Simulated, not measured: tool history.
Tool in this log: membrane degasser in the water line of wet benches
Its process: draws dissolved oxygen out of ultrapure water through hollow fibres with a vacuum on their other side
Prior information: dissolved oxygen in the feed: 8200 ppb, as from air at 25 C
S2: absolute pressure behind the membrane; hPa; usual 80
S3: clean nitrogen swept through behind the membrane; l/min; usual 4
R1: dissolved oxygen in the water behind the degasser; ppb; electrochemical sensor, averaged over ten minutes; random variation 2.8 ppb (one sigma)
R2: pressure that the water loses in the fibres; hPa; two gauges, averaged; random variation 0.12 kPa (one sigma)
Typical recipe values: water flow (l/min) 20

run 1 hour=0 | water_flow_(l/min)=20 S2=80 S3=4 | R1=295 R2=342
run 2 hour=154.5 | water_flow_(l/min)=20 S2=80 S3=4 | R1=292.1 R2=338.6
run 3 hour=239.3 | water_flow_(l/min)=20 S2=80 S3=4 | R1=297.3 R2=339.4
-- hour=347.6 seals of the vacuum lines changed
run 4 hour=350.5 | water_flow_(l/min)=20 S2=80 S3=4 | R1=287.1 R2=338.3
run 5 hour=526.3 | water_flow_(l/min)=16 S2=80 S3=4 | R1=176.3 R2=273.5
run 6 hour=634.8 | water_flow_(l/min)=16 S2=80 S3=4 | R1=179.2 R2=274
run 7 hour=732.2 | water_flow_(l/min)=20 S2=80 S3=4 | R1=293.1 R2=340.8
run 8 hour=851 | water_flow_(l/min)=20 S2=125.1 S3=4 | R1=343.5 R2=342.5
run 9 hour=951.8 | water_flow_(l/min)=20 S2=80 S3=4 | R1=292.7 R2=341.4
-- hour=964.3 vacuum gauge calibrated
run 10 hour=1044.8 | water_flow_(l/min)=20 S2=80 S3=4 | R1=299.6 R2=343.1
run 11 hour=1217.9 | water_flow_(l/min)=15 S2=80 S3=4 | R1=156.9 R2=256.6
run 12 hour=1306.2 | water_flow_(l/min)=20 S2=94 S3=4 | R1=315.3 R2=340.9
run 13 hour=1464.7 | water_flow_(l/min)=20 S2=94 S3=4 | R1=316.2 R2=342.7
run 14 hour=1626 | water_flow_(l/min)=16 S2=113.9 S3=4 | R1=218 R2=274.2
-- hour=1742.9 vacuum gauge calibrated, once more
run 15 hour=1776.8 | water_flow_(l/min)=18 S2=80 S3=11.84 | R1=203.5 R2=310.1
run 16 hour=1877.6 | water_flow_(l/min)=18 S2=80 S3=11.84 | R1=209.9 R2=311.4
run 17 hour=2048.4 | water_flow_(l/min)=25 S2=80 S3=2.52 | R1=506.7 R2=431
run 18 hour=2204.5 | water_flow_(l/min)=16 S2=120.6 S3=2.52 | R1=269.9 R2=276.3
run 19 hour=2376.9 | water_flow_(l/min)=16 S2=120.6 S3=2.52 | R1=269.6 R2=277.3
run 20 hour=2520 | water_flow_(l/min)=16 S2=120.6 S3=2.52 | R1=272 R2=277.3
run 21 hour=2597.4 | water_flow_(l/min)=14 S2=88 S3=6.14 | R1=127 R2=241.6
run 22 hour=2676.9 | water_flow_(l/min)=14 S2=88 S3=6.14 | R1=125.8 R2=244
run 23 hour=2785.5 | water_flow_(l/min)=30 S2=67.4 S3=6.14 | R1=621.2 R2=520.4
run 24 hour=2894.2 | water_flow_(l/min)=30 S2=67.4 S3=6.14 | R1=626.2 R2=520.1

Some steps in R1, run to run, broken into two amounts with sign: the step expected even without the hidden condition (settings, incoming material, random variation), and the rest, left for the hidden condition together with whatever gauge scatter is not in both the measured and the hidden-condition-free result:
Hidden state at play: membrane still open, %; true pressure behind the membrane over the reading, kPa; air that leaks in behind the membrane, l/min; drift of the gauge itself on oxygen_ppb, %; drift of the gauge itself on loss_of_pressure_kpa, %.
Run 16 -> 17: water flow (l/min) 18 -> 25, S3 11.84 -> 2.52. R1 +296.8 ppb: hidden state +11.2, all else +285.6.
Run 17 -> 18: water flow (l/min) 25 -> 16, S2 80 -> 120.6. R1 -236.8 ppb: hidden state -11.3, all else -225.5.
Run 22 -> 23: water flow (l/min) 14 -> 30, S2 88 -> 67.4. R1 +495.4 ppb: hidden state +29.6, all else +465.8.

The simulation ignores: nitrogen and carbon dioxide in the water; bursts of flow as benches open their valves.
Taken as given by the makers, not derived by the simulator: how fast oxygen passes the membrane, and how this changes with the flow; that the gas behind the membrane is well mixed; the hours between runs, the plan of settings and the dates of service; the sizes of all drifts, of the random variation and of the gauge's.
